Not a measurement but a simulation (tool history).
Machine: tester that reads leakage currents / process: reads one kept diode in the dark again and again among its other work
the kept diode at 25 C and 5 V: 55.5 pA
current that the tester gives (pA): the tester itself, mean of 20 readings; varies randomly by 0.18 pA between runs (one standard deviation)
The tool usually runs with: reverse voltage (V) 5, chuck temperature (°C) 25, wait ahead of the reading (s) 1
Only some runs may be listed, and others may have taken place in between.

| run | hour | reverse voltage (V) | chuck temperature (°C) | wait ahead of the reading (s) | current that the tester gives (pA) |
|---|---|---|---|---|---|
| 1 | 0 | 5 | 25 | 1 | 63.05 |
| 2 | 55.5 | 1.39 | 25 | 1 | 40.55 |
| 3 | 85.6 | 1.39 | 25 | 1 | 40.71 |
| 4 | 137.4 | 1.39 | 25 | 6.98 | 40.55 |
| 5 | 166.3 | 1.39 | 25 | 6.98 | 40.56 |
| 6 | 217.7 | 5 | 25 | 1 | 65.32 |
| 7 | 265 | 5 | 25 | 1 | 65.83 |
| 8 | 314.5 | 5 | 25 | 1 | 66.14 |
| 9 | 366.3 | 5 | 45 | 1 | 303.6 |
| 10 | 402.7 | 5 | 25 | 1 | 67.09 |
| 11 | 445.1 | 5 | 25 | 1 | 67.77 |
| 12 | 483.1 | 17.9 | 25 | 1 | 118.54 |
| 13 | 510.1 | 17.9 | 25 | 1 | 120.29 |
| 14 | 547 | 17.9 | 25 | 1 | 120.96 |
| 15 | 580.4 | 5 | 55 | 1 | 636.81 |
| 16 | 628.6 | 5 | 55 | 1 | 632.96 |
| 17 | 678.5 | 1.49 | 55 | 3.35 | 435.15 |
| 18 | 715.3 | 16.3 | 28 | 1 | 145.11 |
| 19 | 769.7 | 6.78 | 35 | 0.88 | 168.15 |
| 20 | 794.2 | 6.78 | 35 | 0.88 | 168.73 |
| 21 | 832.3 | 2.55 | 25 | 1.54 | 55.2 |
| 22 | 866.3 | 11.5 | 31 | 7.35 | 155.9 |
| 23 | 911.3 | 19.5 | 26 | 7.35 | 143.09 |
| 24 | 958.5 | 13.43 | 24 | 1 | 108.11 |
| 25 | 994.2 | 2.7 | 26 | 0.55 | 62.6 |
| 26 | 1028.5 | 2.7 | 26 | 0.55 | 62.75 |
| 27 | 1074 | 17.76 | 28 | 0.32 | 165.59 |
| 28 | 1130 | 3.7 | 25 | 0.38 | 67.12 |
| 29 | 1163.4 | 2.6 | 24 | 8.16 | 53.59 |
| 30 | 1193.2 | 5 | 55 | 0.43 | 668.01 |

Branching from run 30: 5 alternative next runs. What would each branch give?
| A | 1244.5 | 2.9 | 23 | 1.3 | ? |
| B | 1244.5 | 1.71 | 25 | 0.83 | ? |
| C | 1244.5 | 5 | 25 | 0.96 | ? |
| D | 1244.5 | 6.34 | 25 | 0.43 | ? |
| E | 1244.5 | 9.6 | 45 | 1.75 | ? |

| run | current that the tester gives (pA) |
|---|---|
| A | 52.8 |
| B | 50.03 |
| C | 76.57 |
| D | 86.15 |
| E | 413.36 |
With the hidden condition removed and each run's random variation left untouched, the same runs would have given:
| run | current that the tester gives (pA) |
|---|---|
| A | 39.77 |
| B | 39.96 |
| C | 56.18 |
| D | 61.77 |
| E | 344.67 |
